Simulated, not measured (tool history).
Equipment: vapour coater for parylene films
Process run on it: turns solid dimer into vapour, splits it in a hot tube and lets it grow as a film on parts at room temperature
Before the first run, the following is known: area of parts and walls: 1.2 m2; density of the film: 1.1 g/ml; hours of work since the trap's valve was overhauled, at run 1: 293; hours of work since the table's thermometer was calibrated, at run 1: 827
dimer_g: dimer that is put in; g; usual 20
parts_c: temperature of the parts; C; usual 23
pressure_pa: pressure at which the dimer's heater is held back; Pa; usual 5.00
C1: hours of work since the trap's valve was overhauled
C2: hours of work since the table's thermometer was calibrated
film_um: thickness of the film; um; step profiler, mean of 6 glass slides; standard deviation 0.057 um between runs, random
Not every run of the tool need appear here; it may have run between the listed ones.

{"run": 1, "hour": 0.0, "dimer_g": 20, "parts_c": 23, "pressure_pa": 5.0, "C1": 293, "C2": 827, "film_um": 9.66}
{"run": 2, "hour": 43.8, "dimer_g": 20, "parts_c": 23, "pressure_pa": 5.0, "C1": 327, "C2": 862, "film_um": 9.62}
{"run": 3, "hour": 80.0, "dimer_g": 20, "parts_c": 23, "pressure_pa": 5.0, "C1": 356, "C2": 890, "film_um": 9.7}
{"run": 4, "hour": 109.7, "dimer_g": 20, "parts_c": 23, "pressure_pa": 5.0, "C1": 379, "C2": 914, "film_um": 9.71}
{"hour": 123.6, "done": "trap's valve overhauled"}
{"run": 5, "hour": 141.0, "dimer_g": 20, "parts_c": 23, "pressure_pa": 5.0, "C1": 14, "C2": 935, "film_um": 9.68}
{"run": 6, "hour": 192.6, "dimer_g": 29, "parts_c": 25, "pressure_pa": 8.97, "C1": 54, "C2": 976, "film_um": 11.34}
{"run": 7, "hour": 249.9, "dimer_g": 29, "parts_c": 25, "pressure_pa": 8.97, "C1": 99, "C2": 1021, "film_um": 11.43}
{"run": 8, "hour": 288.6, "dimer_g": 17, "parts_c": 20, "pressure_pa": 8.97, "C1": 130, "C2": 1051, "film_um": 8.52}
{"hour": 304.5, "done": "table's thermometer calibrated"}
{"run": 9, "hour": 331.2, "dimer_g": 21, "parts_c": 16, "pressure_pa": 5.0, "C1": 162, "C2": 21, "film_um": 14.19}
{"run": 10, "hour": 383.6, "dimer_g": 21, "parts_c": 16, "pressure_pa": 5.0, "C1": 204, "C2": 62, "film_um": 14.28}

Run by run, hidden condition taken away, random variation retained:
Hidden state present: vapour lost through the trap's worn valve, %; true temperature of the parts over the reading, C; drift of the gauge itself on film_um, %.
run=1 film_um=9.65
run=2 film_um=9.61
run=3 film_um=9.68
run=4 film_um=9.70
run=5 film_um=9.60
run=6 film_um=11.24
run=7 film_um=11.32
run=8 film_um=8.44
run=9 film_um=14.17
run=10 film_um=14.25

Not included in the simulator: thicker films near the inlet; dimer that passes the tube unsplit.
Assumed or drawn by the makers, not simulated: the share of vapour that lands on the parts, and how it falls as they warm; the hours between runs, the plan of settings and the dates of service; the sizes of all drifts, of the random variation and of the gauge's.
